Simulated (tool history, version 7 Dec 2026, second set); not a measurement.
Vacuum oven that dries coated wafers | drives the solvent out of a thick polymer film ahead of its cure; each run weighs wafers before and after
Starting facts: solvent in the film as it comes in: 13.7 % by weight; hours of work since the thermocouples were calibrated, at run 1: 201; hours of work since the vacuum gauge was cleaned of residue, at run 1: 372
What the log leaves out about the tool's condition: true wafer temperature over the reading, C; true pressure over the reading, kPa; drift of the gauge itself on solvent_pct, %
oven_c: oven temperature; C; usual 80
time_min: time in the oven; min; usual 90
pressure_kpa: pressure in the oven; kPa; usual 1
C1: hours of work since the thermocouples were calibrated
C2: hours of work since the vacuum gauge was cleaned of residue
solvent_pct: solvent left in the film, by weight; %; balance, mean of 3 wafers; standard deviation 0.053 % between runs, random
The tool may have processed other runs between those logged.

Run 1, day 0: usual settings; C1 201; C2 372. Result: solvent_pct 1.87 %.
Run 2, day 3.883: usual settings; C1 270; C2 441. Result: solvent_pct 1.99 %.
Run 3, day 6.742: usual settings; C1 321; C2 492. Result: solvent_pct 2.01 %.
Run 4, day 9.75: usual settings; C1 374; C2 546. Result: solvent_pct 1.98 %.
Run 5, day 13.867: usual settings; C1 448; C2 619. Result: solvent_pct 2 %.
Run 6, day 17.871: usual settings; C1 519; C2 690. Result: solvent_pct 2.04 %.
Run 7, day 19.708: usual settings; C1 551; C2 723. Result: solvent_pct 2.22 %.
Run 8, day 21.604: usual settings; C1 585; C2 756. Result: solvent_pct 2.11 %.
Run 9, day 23.771: usual settings; C1 624; C2 795. Result: solvent_pct 2.24 %.
Run 10, day 27.308: usual settings; C1 686; C2 858. Result: solvent_pct 2.28 %.
Run 11, day 30.492: usual settings but oven_c 72 C; C1 743; C2 914. Result: solvent_pct 3.92 %.
Run 12, day 32.267: usual settings but oven_c 72 C; C1 774; C2 946. Result: solvent_pct 3.81 %.
Run 13, day 35.075: usual settings but time_min 160 min; C1 824; C2 996. Result: solvent_pct 1.7 %.
Run 14, day 38.458: usual settings but time_min 160 min; C1 884; C2 1056. Result: solvent_pct 1.67 %.
Run 15, day 40.971: usual settings but oven_c 65 C; C1 929; C2 1100. Result: solvent_pct 6.02 %.
Run 16, day 44.896: usual settings but oven_c 65 C; C1 999; C2 1170. Result: solvent_pct 6.05 %.
Run 17, day 47.567: usual settings but oven_c 65 C; C1 1046; C2 1218. Result: solvent_pct 6.1 %.
Run 18, day 49.867: usual settings but oven_c 65 C; C1 1087; C2 1258. Result: solvent_pct 6.06 %.
Run 19, day 51.542: usual settings; C1 1117; C2 1288. Result: solvent_pct 2.48 %.
At day 53.425: vacuum gauge cleaned of residue and calibrated.
Run 20, day 54.354: usual settings; C1 1166; C2 16. Result: solvent_pct 2.06 %.
Run 21, day 58.088: usual settings but pressure_kpa 1.83 kPa; C1 1232; C2 83. Result: solvent_pct 2.94 %.
Run 22, day 61.483: usual settings but oven_c 79 C, pressure_kpa 1.11 kPa; C1 1292; C2 143. Result: solvent_pct 2.38 %.
Run 23, day 65.188: usual settings but time_min 118 min, pressure_kpa 0.81 kPa; C1 1358; C2 209. Result: solvent_pct 1.45 %.
Run 24, day 68.796: usual settings but oven_c 75 C, time_min 67 min, pressure_kpa 3.04 kPa; C1 1422; C2 273. Result: solvent_pct 6.43 %.
Run 25, day 70.708: usual settings but oven_c 75 C, time_min 67 min, pressure_kpa 3.04 kPa; C1 1456; C2 307. Result: solvent_pct 6.69 %.
Run 26, day 72.575: usual settings but oven_c 75 C, time_min 67 min, pressure_kpa 3.04 kPa; C1 1489; C2 340. Result: solvent_pct 6.61 %.
At day 73.929: oven's thermocouples calibrated.
Run 27, day 74.888: usual settings but oven_c 65 C, time_min 62 min, pressure_kpa 0.86 kPa; C1 17; C2 380. Result: solvent_pct 6.32 %.
Run 28, day 77.467: usual settings but time_min 84 min, pressure_kpa 1.16 kPa; C1 63; C2 426. Result: solvent_pct 2.18 %.
Run 29, day 80.954: usual settings but oven_c 88 C, time_min 118 min, pressure_kpa 0.62 kPa; C1 125; C2 488. Result: solvent_pct 0.63 %.
Run 30, day 84.688: usual settings but time_min 86 min; C1 191; C2 554. Result: solvent_pct 2.19 %.
Run 31, day 87.704: usual settings but time_min 94 min, pressure_kpa 0.76 kPa; C1 245; C2 608. Result: solvent_pct 1.71 %.
Run 32, day 90.854: usual settings but time_min 94 min, pressure_kpa 0.76 kPa; C1 301; C2 663. Result: solvent_pct 1.89 %.
Run 33, day 94.617: usual settings but time_min 127 min, pressure_kpa 1.92 kPa; C1 368; C2 730. Result: solvent_pct 2.71 %.
Run 34, day 96.296: usual settings but time_min 127 min, pressure_kpa 1.92 kPa; C1 397; C2 760. Result: solvent_pct 2.66 %.
Run 35, day 99.983: usual settings but oven_c 75 C, time_min 127 min, pressure_kpa 0.6 kPa; C1 463; C2 826. Result: solvent_pct 1.82 %.
Run 36, day 103.725: usual settings but oven_c 68 C, pressure_kpa 0.54 kPa; C1 529; C2 892. Result: solvent_pct 4.25 %.
Run 37, day 107.025: usual settings but time_min 149 min, pressure_kpa 1.47 kPa; C1 588; C2 951. Result: solvent_pct 2.3 %.
Run 38, day 110.971: usual settings but time_min 149 min, pressure_kpa 1.47 kPa; C1 658; C2 1021. Result: solvent_pct 2.22 %.
Run 39, day 115.038: usual settings but oven_c 83 C, time_min 69 min; C1 730; C2 1093. Result: solvent_pct 2.4 %.
Run 40, day 117.821: usual settings but oven_c 78 C, time_min 156 min, pressure_kpa 0.9 kPa; C1 780; C2 1143. Result: solvent_pct 1.87 %.
Run 41, day 119.862: usual settings but oven_c 91 C, time_min 156 min, pressure_kpa 0.83 kPa; C1 816; C2 1179. Result: solvent_pct 0.96 %.
Run 42, day 121.7: usual settings but oven_c 91 C, time_min 156 min, pressure_kpa 0.83 kPa; C1 849; C2 1211. Result: solvent_pct 0.9 %.

What if the next run were any one of these 5? Each begins from the tool's condition after run 42:
Run A, day 125.158: usual settings but oven_c 70 C, time_min 133 min, pressure_kpa 3.23 kPa; C1 910; C2 1273. Result: solvent_pct ?.
Run B, day 125.158: usual settings but oven_c 91 C, time_min 156 min, pressure_kpa 3.14 kPa; C1 910; C2 1273. Result: solvent_pct ?.
Run C, day 125.158: usual settings but time_min 85 min, pressure_kpa 2.67 kPa; C1 910; C2 1273. Result: solvent_pct ?.
Run D, day 125.158: usual settings but oven_c 91 C, time_min 56 min, pressure_kpa 0.94 kPa; C1 910; C2 1273. Result: solvent_pct ?.
Run E, day 125.158: usual settings but oven_c 85 C, time_min 60 min; C1 910; C2 1273. Result: solvent_pct ?.

run  solvent_pct
  A         7.33
  B         2.72
  C         4.38
  D         1.71
  E         2.56
Without the tool's hidden state the same runs would have given:
run  solvent_pct
  A         6.19
  B         2.26
  C         3.62
  D         1.24
  E         1.96

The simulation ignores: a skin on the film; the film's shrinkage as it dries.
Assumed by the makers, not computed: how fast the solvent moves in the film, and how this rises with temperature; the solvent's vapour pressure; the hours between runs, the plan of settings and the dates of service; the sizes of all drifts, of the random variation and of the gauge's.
